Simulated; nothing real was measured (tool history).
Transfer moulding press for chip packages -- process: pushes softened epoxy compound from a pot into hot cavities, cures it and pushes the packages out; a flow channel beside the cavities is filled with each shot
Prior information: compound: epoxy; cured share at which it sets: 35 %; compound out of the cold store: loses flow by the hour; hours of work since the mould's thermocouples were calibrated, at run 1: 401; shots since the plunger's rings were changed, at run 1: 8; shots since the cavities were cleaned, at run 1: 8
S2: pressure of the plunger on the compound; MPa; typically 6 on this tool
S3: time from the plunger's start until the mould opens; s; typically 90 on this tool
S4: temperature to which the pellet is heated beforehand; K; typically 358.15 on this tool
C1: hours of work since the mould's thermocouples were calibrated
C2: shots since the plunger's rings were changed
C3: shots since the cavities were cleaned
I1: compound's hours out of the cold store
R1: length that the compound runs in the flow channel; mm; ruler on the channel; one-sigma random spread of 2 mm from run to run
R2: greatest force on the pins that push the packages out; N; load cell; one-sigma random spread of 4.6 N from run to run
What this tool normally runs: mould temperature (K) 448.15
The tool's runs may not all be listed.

run 1 hour=0 | mould_temperature_(K)=448.15 S2=6 S3=90 S4=358.15 | C1=401 C2=8 C3=8 | I1=36.2 | R1=825 R2=225
-- hour=45.4 cavities cleaned with cleaning compound and waxed
run 2 hour=49.2 | mould_temperature_(K)=442.15 S2=6 S3=90 S4=358.15 | C1=429 C2=530 C3=42 | I1=15.8 | R1=891 R2=321
-- hour=64.6 mould's thermocouples calibrated
run 3 hour=76.5 | mould_temperature_(K)=442.15 S2=6 S3=90 S4=358.15 | C1=7 C2=806 C3=318 | I1=42.2 | R1=832 R2=374
-- hour=93.5 cavities cleaned with cleaning compound and waxed
run 4 hour=108.3 | mould_temperature_(K)=442.15 S2=6 S3=90 S4=358.15 | C1=25 C2=1138 C3=162 | I1=27.2 | R1=859 R2=323
run 5 hour=134.2 | mould_temperature_(K)=442.15 S2=6 S3=90 S4=358.15 | C1=40 C2=1421 C3=445 | I1=27.8 | R1=859 R2=383
-- hour=140.2 cavities cleaned with cleaning compound and waxed
-- hour=145.7 mould's thermocouples calibrated, once more
run 6 hour=170 | mould_temperature_(K)=442.15 S2=6 S3=90 S4=358.15 | C1=14 C2=1773 C3=303 | I1=18.6 | R1=877 R2=411
-- hour=190.4 cavities cleaned with cleaning compound and waxed
run 7 hour=211.3 | mould_temperature_(K)=442.15 S2=6 S3=90 S4=358.15 | C1=37 C2=2209 C3=229 | I1=46.1 | R1=816 R2=369
-- hour=238.7 cavities cleaned with cleaning compound and waxed
run 8 hour=239.3 | mould_temperature_(K)=442.15 S2=6 S3=90 S4=358.15 | C1=53 C2=2498 C3=6 | I1=35.2 | R1=838 R2=295
run 9 hour=263.9 | mould_temperature_(K)=442.15 S2=6 S3=90 S4=358.15 | C1=67 C2=2767 C3=275 | I1=24.5 | R1=858 R2=394
-- hour=284.1 cavities cleaned with cleaning compound and waxed
run 10 hour=309.3 | mould_temperature_(K)=442.15 S2=6 S3=90 S4=358.15 | C1=93 C2=3247 C3=275 | I1=42.7 | R1=818 R2=379
-- hour=330.3 cavities cleaned with cleaning compound and waxed
run 11 hour=350.7 | mould_temperature_(K)=442.15 S2=6 S3=90 S4=358.15 | C1=116 C2=3684 C3=224 | I1=11.4 | R1=876 R2=383
-- hour=376 cavities cleaned with cleaning compound and waxed
run 12 hour=399.4 | mould_temperature_(K)=442.15 S2=6 S3=90 S4=358.15 | C1=143 C2=4199 C3=256 | I1=28.9 | R1=835 R2=387
-- hour=422.8 cavities cleaned with cleaning compound and waxed
run 13 hour=440.1 | mould_temperature_(K)=446.15 S2=6 S3=95 S4=358.15 | C1=166 C2=4627 C3=188 | I1=44.7 | R1=786 R2=271
-- hour=471 cavities cleaned with cleaning compound and waxed
run 14 hour=487.2 | mould_temperature_(K)=455.15 S2=6 S3=95 S4=358.15 | C1=193 C2=5126 C3=177 | I1=46.1 | R1=746 R2=236
-- hour=496.8 plunger's sealing rings changed
-- hour=520.7 cavities cleaned with cleaning compound and waxed
run 15 hour=533.2 | mould_temperature_(K)=452.15 S2=6 S3=81 S4=358.15 | C1=217 C2=382 C3=137 | I1=47.9 | R1=786 R2=240
run 16 hour=556.8 | mould_temperature_(K)=448.15 S2=5.93 S3=90 S4=360.15 | C1=231 C2=640 C3=395 | I1=25.8 | R1=840 R2=296
-- hour=566.9 cavities cleaned with cleaning compound and waxed
run 17 hour=609.8 | mould_temperature_(K)=442.15 S2=6.58 S3=75 S4=356.15 | C1=261 C2=1203 C3=469 | I1=11.3 | R1=943 R2=671
-- hour=616.1 cavities cleaned with cleaning compound and waxed
run 18 hour=636.3 | mould_temperature_(K)=442.15 S2=6.58 S3=75 S4=356.15 | C1=276 C2=1477 C3=222 | I1=42.1 | R1=869 R2=558
-- hour=663.3 cavities cleaned with cleaning compound and waxed
run 19 hour=689.9 | mould_temperature_(K)=455.15 S2=6.89 S3=80 S4=354.15 | C1=306 C2=2046 C3=290 | I1=37.7 | R1=846 R2=264
-- hour=712.8 cavities cleaned with cleaning compound and waxed
run 20 hour=724.8 | mould_temperature_(K)=444.15 S2=6 S3=90 S4=358.15 | C1=325 C2=2411 C3=131 | I1=11.6 | R1=877 R2=314
-- hour=759.9 cavities cleaned with cleaning compound and waxed
run 21 hour=762 | mould_temperature_(K)=450.15 S2=6 S3=129 S4=363.15 | C1=346 C2=2801 C3=22 | I1=26.2 | R1=819 R2=196
run 22 hour=793 | mould_temperature_(K)=448.15 S2=6 S3=124 S4=358.15 | C1=364 C2=3140 C3=361 | I1=9 | R1=863 R2=254
-- hour=807.2 cavities cleaned with cleaning compound and waxed
run 23 hour=840.5 | mould_temperature_(K)=448.15 S2=6.89 S3=99 S4=358.15 | C1=391 C2=3643 C3=364 | I1=40.8 | R1=848 R2=281
-- hour=854.3 cavities cleaned with cleaning compound and waxed
run 24 hour=891.4 | mould_temperature_(K)=448.15 S2=6.89 S3=99 S4=358.15 | C1=420 C2=4184 C3=406 | I1=16.1 | R1=898 R2=267

What differs in the tool's unlogged condition from the final listed run ahead of each entry between runs to the first listed run following it?
In the gap between runs 1 and 2: cavities cleaned with cleaning compound and waxed (hour 45.4)
  true mould temperature over the reading, C: 0.61 -> 0.65; pressure that reaches the compound, % of what is set: 99.36 -> 98.46; grip of the stained cavities, % over clean ones': 7.4 -> 8.8
  the result without the hidden state subtracted from the measured one, R1: -5 -> -10 mm; R2: +11 -> +11 N
In the gap between runs 2 and 3: mould's thermocouples calibrated (hour 64.6)
  true mould temperature over the reading, C: 0.65 -> 0.76; pressure that reaches the compound, % of what is set: 98.46 -> 98.01; grip of the stained cavities, % over clean ones': 8.8 -> 32.2
  the result without the hidden state subtracted from the measured one, R1: -10 -> -12 mm; R2: +11 -> +75 N
In the gap between runs 3 and 4: cavities cleaned with cleaning compound and waxed (hour 93.5)
  true mould temperature over the reading, C: 0.76 -> 0.78; pressure that reaches the compound, % of what is set: 98.01 -> 97.44; grip of the stained cavities, % over clean ones': 32.2 -> 18.1
  the result without the hidden state subtracted from the measured one, R1: -12 -> -15 mm; R2: +75 -> +34 N
In the gap between runs 5 and 6: cavities cleaned with cleaning compound and waxed (hour 140.2); mould's thermocouples calibrated, once more (hour 145.7)
  true mould temperature over the reading, C: 0.8 -> -0.17; pressure that reaches the compound, % of what is set: 96.97 -> 96.34; grip of the stained cavities, % over clean ones': 38.9 -> 31.5
  the result without the hidden state subtracted from the measured one, R1: -17 -> -16 mm; R2: +92 -> +103 N
In the gap between runs 6 and 7: cavities cleaned with cleaning compound and waxed (hour 190.4)
  true mould temperature over the reading, C: -0.17 -> -0.14; pressure that reaches the compound, % of what is set: 96.34 -> 95.59; grip of the stained cavities, % over clean ones': 31.5 -> 27.4
  the result without the hidden state subtracted from the measured one, R1: -16 -> -19 mm; R2: +103 -> +83 N
In the gap between runs 7 and 8: cavities cleaned with cleaning compound and waxed (hour 238.7)
  true mould temperature over the reading, C: -0.14 -> -0.12; pressure that reaches the compound, % of what is set: 95.59 -> 95.1; grip of the stained cavities, % over clean ones': 27.4 -> 3.5
  the result without the hidden state subtracted from the measured one, R1: -19 -> -20 mm; R2: +83 -> +13 N
In the gap between runs 9 and 10: cavities cleaned with cleaning compound and waxed (hour 284.1)
  true mould temperature over the reading, C: -0.1 -> -0.07; pressure that reaches the compound, % of what is set: 94.59 -> 93.71
  the result without the hidden state subtracted from the measured one, R1: -24 -> -27 mm; R2: +90 -> +89 N
In the gap between runs 10 and 11: cavities cleaned with cleaning compound and waxed (hour 330.3)
  true mould temperature over the reading, C: -0.07 -> -0.03; pressure that reaches the compound, % of what is set: 93.71 -> 92.97; grip of the stained cavities, % over clean ones': 29.7 -> 24.5
  the result without the hidden state subtracted from the measured one, R1: -27 -> -32 mm; R2: +89 -> +77 N
In the gap between runs 11 and 12: cavities cleaned with cleaning compound and waxed (hour 376)
  true mould temperature over the reading, C: -0.03 -> 0; pressure that reaches the compound, % of what is set: 92.97 -> 92.01; grip of the stained cavities, % over clean ones': 24.5 -> 26.4
  the result without the hidden state subtracted from the measured one, R1: -32 -> -36 mm; R2: +77 -> +80 N
In the gap between runs 12 and 13: cavities cleaned with cleaning compound and waxed (hour 422.8)
  true mould temperature over the reading, C: 0 -> 0.03; pressure that reaches the compound, % of what is set: 92.01 -> 91.19; grip of the stained cavities, % over clean ones': 26.4 -> 20.8
  the result without the hidden state subtracted from the measured one, R1: -36 -> -38 mm; R2: +80 -> +46 N
In the gap between runs 13 and 14: cavities cleaned with cleaning compound and waxed (hour 471)
  true mould temperature over the reading, C: 0.03 -> 0.07; pressure that reaches the compound, % of what is set: 91.19 -> 90.33; grip of the stained cavities, % over clean ones': 20.8 -> 21.4
  the result without the hidden state subtracted from the measured one, R1: -38 -> -39 mm; R2: +46 -> +41 N
In the gap between runs 14 and 15: plunger's sealing rings changed (hour 496.8); cavities cleaned with cleaning compound and waxed (hour 520.7)
  true mould temperature over the reading, C: 0.07 -> 0.1; pressure that reaches the compound, % of what is set: 90.33 -> 98.93; grip of the stained cavities, % over clean ones': 21.4 -> 15.6
  the result without the hidden state subtracted from the measured one, R1: -39 -> -4 mm; R2: +41 -> +32 N
In the gap between runs 16 and 17: cavities cleaned with cleaning compound and waxed (hour 566.9)
  true mould temperature over the reading, C: 0.12 -> 0.16; pressure that reaches the compound, % of what is set: 98.45 -> 97.5; grip of the stained cavities, % over clean ones': 36.4 -> 40.6
  the result without the hidden state subtracted from the measured one, R1: -8 -> -13 mm; R2: +78 -> +188 N
In the gap between runs 17 and 18: cavities cleaned with cleaning compound and waxed (hour 616.1)
  true mould temperature over the reading, C: 0.16 -> 0.18; pressure that reaches the compound, % of what is set: 97.5 -> 97.02; grip of the stained cavities, % over clean ones': 40.6 -> 26.9
  the result without the hidden state subtracted from the measured one, R1: -13 -> -14 mm; R2: +188 -> +112 N
In the gap between runs 18 and 19: cavities cleaned with cleaning compound and waxed (hour 663.3)
  true mould temperature over the reading, C: 0.18 -> 0.22; pressure that reaches the compound, % of what is set: 97.02 -> 96.02; grip of the stained cavities, % over clean ones': 26.9 -> 31.6
  the result without the hidden state subtracted from the measured one, R1: -14 -> -18 mm; R2: +112 -> +62 N
In the gap between runs 19 and 20: cavities cleaned with cleaning compound and waxed (hour 712.8)
  true mould temperature over the reading, C: 0.22 -> 0.24; pressure that reaches the compound, % of what is set: 96.02 -> 95.32; grip of the stained cavities, % over clean ones': 31.6 -> 17.1
  the result without the hidden state subtracted from the measured one, R1: -18 -> -22 mm; R2: +62 -> +42 N
In the gap between runs 20 and 21: cavities cleaned with cleaning compound and waxed (hour 759.9)
  true mould temperature over the reading, C: 0.24 -> 0.27; pressure that reaches the compound, % of what is set: 95.32 -> 94.67; grip of the stained cavities, % over clean ones': 17.1 -> 3.6
  the result without the hidden state subtracted from the measured one, R1: -22 -> -23 mm; R2: +42 -> +7 N
In the gap between runs 22 and 23: cavities cleaned with cleaning compound and waxed (hour 807.2)
  true mould temperature over the reading, C: 0.3 -> 0.34; pressure that reaches the compound, % of what is set: 94.03 -> 93.19; grip of the stained cavities, % over clean ones': 34 -> 37.6
  the result without the hidden state subtracted from the measured one, R1: -28 -> -32 mm; R2: +66 -> +75 N
In the gap between runs 23 and 24: cavities cleaned with cleaning compound and waxed (hour 854.3)
  true mould temperature over the reading, C: 0.34 -> 0.38; pressure that reaches the compound, % of what is set: 93.19 -> 92.21; grip of the stained cavities, % over clean ones': 37.6 -> 37.3
  the result without the hidden state subtracted from the measured one, R1: -32 -> -39 mm; R2: +75 -> +71 N
